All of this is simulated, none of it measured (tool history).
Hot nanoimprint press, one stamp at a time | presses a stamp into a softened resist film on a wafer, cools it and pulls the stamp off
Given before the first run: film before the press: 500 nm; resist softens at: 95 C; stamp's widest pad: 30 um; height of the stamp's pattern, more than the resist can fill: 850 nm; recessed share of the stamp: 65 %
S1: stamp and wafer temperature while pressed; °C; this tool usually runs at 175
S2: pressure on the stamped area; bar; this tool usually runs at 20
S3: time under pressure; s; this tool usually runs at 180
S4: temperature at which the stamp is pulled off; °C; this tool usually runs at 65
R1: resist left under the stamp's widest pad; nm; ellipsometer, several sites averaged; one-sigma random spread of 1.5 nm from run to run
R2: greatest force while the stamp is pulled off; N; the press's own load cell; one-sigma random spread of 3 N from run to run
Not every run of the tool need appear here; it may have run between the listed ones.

run	day	S1	S2	S3	S4	R1	R2
1	0	175	20	180	65	245	188
2	1.067	175	20	180	65	243.9	191
3	2.192	175	20	180	65	245.7	186
4	2.979	175	20	180	65	246.2	198
# day 3.171: plate thermocouple calibrated
5	3.95	175	20	180	65	248.5	197
6	4.633	175	20	180	65	253.3	200
7	5.196	180	18.7	180	65	203.7	204
8	5.942	180	19.9	180	51	199.7	269
9	6.704	168	22.7	94	60	387.9	230
10	7.812	168	22.7	94	60	388	241
# day 8.8: plate thermocouple calibrated, once more
11	8.917	168	17.9	116	60	376.4	234
12	9.638	175	16.3	91	69	326.1	199

Predict each of these 3 candidate next runs independently; none follows another, all start after run 12:
A	10.708	175	13.8	91	72	?	?
B	10.708	184	16.2	91	69	?	?
C	10.708	171	12.1	91	69	?	?

run	R1	R2
A	341.8	190
B	227.7	207
C	393.3	199
Without the tool's unlogged condition, the same runs would have read:
run	R1	R2
A	338.9	120
B	224.9	131
C	390.9	126
